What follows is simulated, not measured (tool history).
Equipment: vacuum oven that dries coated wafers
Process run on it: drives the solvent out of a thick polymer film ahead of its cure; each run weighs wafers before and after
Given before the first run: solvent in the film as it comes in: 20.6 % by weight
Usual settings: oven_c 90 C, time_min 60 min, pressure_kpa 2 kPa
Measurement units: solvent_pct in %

{"run": 1, "hour": 0.0, "oven_c": 90, "time_min": 60, "pressure_kpa": 2, "solvent_pct": 4.35}
{"run": 2, "hour": 39.7, "oven_c": 90, "time_min": 60, "pressure_kpa": 2, "solvent_pct": 4.36}
{"run": 3, "hour": 81.8, "oven_c": 90, "time_min": 60, "pressure_kpa": 2, "solvent_pct": 4.38}
{"run": 4, "hour": 121.5, "oven_c": 90, "time_min": 60, "pressure_kpa": 2, "solvent_pct": 4.39}
{"run": 5, "hour": 156.8, "oven_c": 90, "time_min": 60, "pressure_kpa": 2, "solvent_pct": 4.4}
{"run": 6, "hour": 195.2, "oven_c": 79, "time_min": 60, "pressure_kpa": 2, "solvent_pct": 8.28}
{"run": 7, "hour": 236.2, "oven_c": 79, "time_min": 60, "pressure_kpa": 2, "solvent_pct": 8.45}
{"run": 8, "hour": 273.6, "oven_c": 99, "time_min": 60, "pressure_kpa": 2, "solvent_pct": 2.31}
{"run": 9, "hour": 318.9, "oven_c": 99, "time_min": 60, "pressure_kpa": 2, "solvent_pct": 2.21}
{"run": 10, "hour": 366.3, "oven_c": 99, "time_min": 41, "pressure_kpa": 2, "solvent_pct": 3.35}
{"hour": 372.1, "done": "oven's thermocouples calibrated"}
{"run": 11, "hour": 417.1, "oven_c": 99, "time_min": 41, "pressure_kpa": 2, "solvent_pct": 3.17}
{"run": 12, "hour": 445.0, "oven_c": 95, "time_min": 60, "pressure_kpa": 1.01, "solvent_pct": 2.08}
{"run": 13, "hour": 493.0, "oven_c": 95, "time_min": 60, "pressure_kpa": 1.01, "solvent_pct": 2.12}
{"run": 14, "hour": 514.4, "oven_c": 77, "time_min": 68, "pressure_kpa": 4.73, "solvent_pct": 11.05}
{"hour": 527.4, "done": "oven's thermocouples calibrated, once more"}
{"run": 15, "hour": 555.4, "oven_c": 90, "time_min": 60, "pressure_kpa": 3.66, "solvent_pct": 6.4}
{"run": 16, "hour": 597.0, "oven_c": 90, "time_min": 60, "pressure_kpa": 3.66, "solvent_pct": 6.39}
{"run": 17, "hour": 624.1, "oven_c": 90, "time_min": 60, "pressure_kpa": 3.19, "solvent_pct": 5.9}
{"run": 18, "hour": 674.5, "oven_c": 90, "time_min": 32, "pressure_kpa": 1.24, "solvent_pct": 7.64}
{"run": 19, "hour": 697.1, "oven_c": 90, "time_min": 32, "pressure_kpa": 1.24, "solvent_pct": 7.81}

4 ways to go on from here, each from the tool as it stands after run 19. What would each give?
{"run": "A", "hour": 726.0, "oven_c": 77, "time_min": 60, "pressure_kpa": 2, "solvent_pct": "?"}
{"run": "B", "hour": 726.0, "oven_c": 90, "time_min": 60, "pressure_kpa": 4.62, "solvent_pct": "?"}
{"run": "C", "hour": 726.0, "oven_c": 90, "time_min": 55, "pressure_kpa": 7.03, "solvent_pct": "?"}
{"run": "D", "hour": 726.0, "oven_c": 89, "time_min": 92, "pressure_kpa": 5.67, "solvent_pct": "?"}

run=A solvent_pct=9.74
run=B solvent_pct=7.21
run=C solvent_pct=9.74
run=D solvent_pct=7.15
What these runs would have given with no unlogged condition in the tool:
run=A solvent_pct=9.6
run=B solvent_pct=7.12
run=C solvent_pct=9.67
run=D solvent_pct=7.02
